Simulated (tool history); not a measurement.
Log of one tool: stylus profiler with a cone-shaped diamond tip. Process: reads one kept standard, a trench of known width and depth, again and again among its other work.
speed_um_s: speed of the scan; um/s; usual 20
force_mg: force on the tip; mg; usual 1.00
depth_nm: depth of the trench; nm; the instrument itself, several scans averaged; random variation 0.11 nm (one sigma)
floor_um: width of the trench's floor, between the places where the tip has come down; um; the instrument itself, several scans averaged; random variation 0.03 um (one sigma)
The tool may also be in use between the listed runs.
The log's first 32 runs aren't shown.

{"run": 33, "hour": 1729.3, "speed_um_s": 10, "force_mg": 1.38, "depth_nm": 503.17, "floor_um": 45.99}
{"run": 34, "hour": 1774.6, "speed_um_s": 15, "force_mg": 1.6, "depth_nm": 503.71, "floor_um": 45.97}
{"run": 35, "hour": 1806.6, "speed_um_s": 19, "force_mg": 1.01, "depth_nm": 502.52, "floor_um": 45.9}
{"run": 36, "hour": 1840.1, "speed_um_s": 19, "force_mg": 1.01, "depth_nm": 502.7, "floor_um": 45.83}
{"run": 37, "hour": 1916.7, "speed_um_s": 30, "force_mg": 0.78, "depth_nm": 501.93, "floor_um": 45.64}
{"run": 38, "hour": 1962.0, "speed_um_s": 11, "force_mg": 0.77, "depth_nm": 501.98, "floor_um": 45.83}
{"run": 39, "hour": 2035.9, "speed_um_s": 16, "force_mg": 0.63, "depth_nm": 501.54, "floor_um": 45.77}
{"run": 40, "hour": 2108.9, "speed_um_s": 16, "force_mg": 0.63, "depth_nm": 501.52, "floor_um": 45.69}
{"run": 41, "hour": 2163.8, "speed_um_s": 23, "force_mg": 0.34, "depth_nm": 500.95, "floor_um": 45.48}
{"run": 42, "hour": 2222.0, "speed_um_s": 36, "force_mg": 0.96, "depth_nm": 502.16, "floor_um": 45.53}
{"run": 43, "hour": 2277.0, "speed_um_s": 7, "force_mg": 0.44, "depth_nm": 500.94, "floor_um": 45.65}

Forecast each of these 4 alternatives for the next run:
{"run": "A", "hour": 2315.7, "speed_um_s": 40, "force_mg": 2.72, "depth_nm": "?", "floor_um": "?"}
{"run": "B", "hour": 2315.7, "speed_um_s": 49, "force_mg": 1.0, "depth_nm": "?", "floor_um": "?"}
{"run": "C", "hour": 2315.7, "speed_um_s": 20, "force_mg": 2.62, "depth_nm": "?", "floor_um": "?"}
{"run": "D", "hour": 2315.7, "speed_um_s": 33, "force_mg": 0.37, "depth_nm": "?", "floor_um": "?"}

run=A depth_nm=504.78 floor_um=45.53
run=B depth_nm=502.16 floor_um=45.35
run=C depth_nm=504.81 floor_um=45.68
run=D depth_nm=500.85 floor_um=45.35
Without the tool's hidden state the same runs would have given:
run=A depth_nm=505.35 floor_um=47.14
run=B depth_nm=502.73 floor_um=46.96
run=C depth_nm=505.38 floor_um=47.29
run=D depth_nm=501.42 floor_um=46.96
